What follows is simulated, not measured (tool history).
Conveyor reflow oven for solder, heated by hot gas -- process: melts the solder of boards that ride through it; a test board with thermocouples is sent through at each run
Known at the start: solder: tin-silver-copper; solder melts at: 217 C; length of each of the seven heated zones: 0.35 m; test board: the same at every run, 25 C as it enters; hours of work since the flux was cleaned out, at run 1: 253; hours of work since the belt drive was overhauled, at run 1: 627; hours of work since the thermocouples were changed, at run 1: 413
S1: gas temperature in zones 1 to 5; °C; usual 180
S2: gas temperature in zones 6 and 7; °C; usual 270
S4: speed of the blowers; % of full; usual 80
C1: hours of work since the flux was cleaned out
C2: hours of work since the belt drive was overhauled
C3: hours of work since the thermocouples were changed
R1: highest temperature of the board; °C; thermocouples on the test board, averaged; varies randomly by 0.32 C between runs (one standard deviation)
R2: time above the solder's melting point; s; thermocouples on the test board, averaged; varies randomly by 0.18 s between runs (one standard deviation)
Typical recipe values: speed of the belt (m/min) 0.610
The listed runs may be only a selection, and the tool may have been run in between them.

run 1 hour=0.0 | S1=180 S2=270 speed_of_the_belt_(m/min)=0.610 S4=80 | C1=253 C2=627 C3=413 | R1=254.6 R2=55.8
run 2 hour=75.7 | S1=180 S2=270 speed_of_the_belt_(m/min)=0.610 S4=80 | C1=305 C2=679 C3=464 | R1=254.0 R2=55.6
run 3 hour=117.3 | S1=180 S2=270 speed_of_the_belt_(m/min)=0.610 S4=80 | C1=333 C2=707 C3=493 | R1=254.9 R2=55.6
run 4 hour=174.7 | S1=180 S2=270 speed_of_the_belt_(m/min)=0.584 S4=80 | C1=372 C2=746 C3=532 | R1=255.0 R2=59.0
-- hour=196.7 thermocouples of zones 6 and 7 changed
run 5 hour=255.4 | S1=180 S2=270 speed_of_the_belt_(m/min)=0.584 S4=80 | C1=426 C2=800 C3=40 | R1=257.7 R2=60.3
-- hour=280.1 flux residue cleaned out of gas plates and filters
run 6 hour=312.4 | S1=180 S2=270 speed_of_the_belt_(m/min)=0.610 S4=80 | C1=22 C2=836 C3=76 | R1=257.7 R2=57.8
run 7 hour=346.5 | S1=180 S2=270 speed_of_the_belt_(m/min)=0.610 S4=80 | C1=45 C2=859 C3=99 | R1=257.8 R2=58.3
run 8 hour=402.0 | S1=180 S2=259 speed_of_the_belt_(m/min)=0.610 S4=80 | C1=83 C2=897 C3=137 | R1=247.1 R2=52.1
-- hour=434.5 belt drive overhauled, speed set with a stopwatch
run 9 hour=479.8 | S1=180 S2=259 speed_of_the_belt_(m/min)=0.610 S4=80 | C1=134 C2=31 C3=187 | R1=246.3 R2=50.7
run 10 hour=535.8 | S1=180 S2=259 speed_of_the_belt_(m/min)=0.610 S4=80 | C1=172 C2=69 C3=225 | R1=246.5 R2=50.4
run 11 hour=599.1 | S1=180 S2=259 speed_of_the_belt_(m/min)=0.610 S4=80 | C1=215 C2=112 C3=269 | R1=245.8 R2=50.2
run 12 hour=662.8 | S1=180 S2=270 speed_of_the_belt_(m/min)=0.610 S4=66 | C1=259 C2=156 C3=312 | R1=254.1 R2=54.6
run 13 hour=699.2 | S1=180 S2=270 speed_of_the_belt_(m/min)=0.610 S4=66 | C1=284 C2=181 C3=337 | R1=253.5 R2=54.9
run 14 hour=767.2 | S1=180 S2=282 speed_of_the_belt_(m/min)=0.610 S4=66 | C1=330 C2=227 C3=383 | R1=264.1 R2=60.0
run 15 hour=835.3 | S1=180 S2=282 speed_of_the_belt_(m/min)=0.610 S4=66 | C1=376 C2=274 C3=430 | R1=264.0 R2=60.3
run 16 hour=909.1 | S1=178 S2=270 speed_of_the_belt_(m/min)=0.610 S4=79 | C1=427 C2=324 C3=480 | R1=254.2 R2=54.5
-- hour=934.3 flux residue cleaned out of gas plates and filters
run 17 hour=962.4 | S1=180 S2=270 speed_of_the_belt_(m/min)=0.610 S4=81 | C1=19 C2=357 C3=513 | R1=256.4 R2=56.7

What will run 18 give?
-- hour=1012.6 thermocouples of zones 6 and 7 changed
run 18 hour=1020.8 | S1=180 S2=270 speed_of_the_belt_(m/min)=0.610 S4=75 | C1=58 C2=396 C3=6 | R1=? R2=?

R1: 256.9 °C
R2: 57.2 s
Were there no unlogged condition in the tool, this run, its random variation unchanged, would have produced R1 256.7 °C, R2 56.7 s.
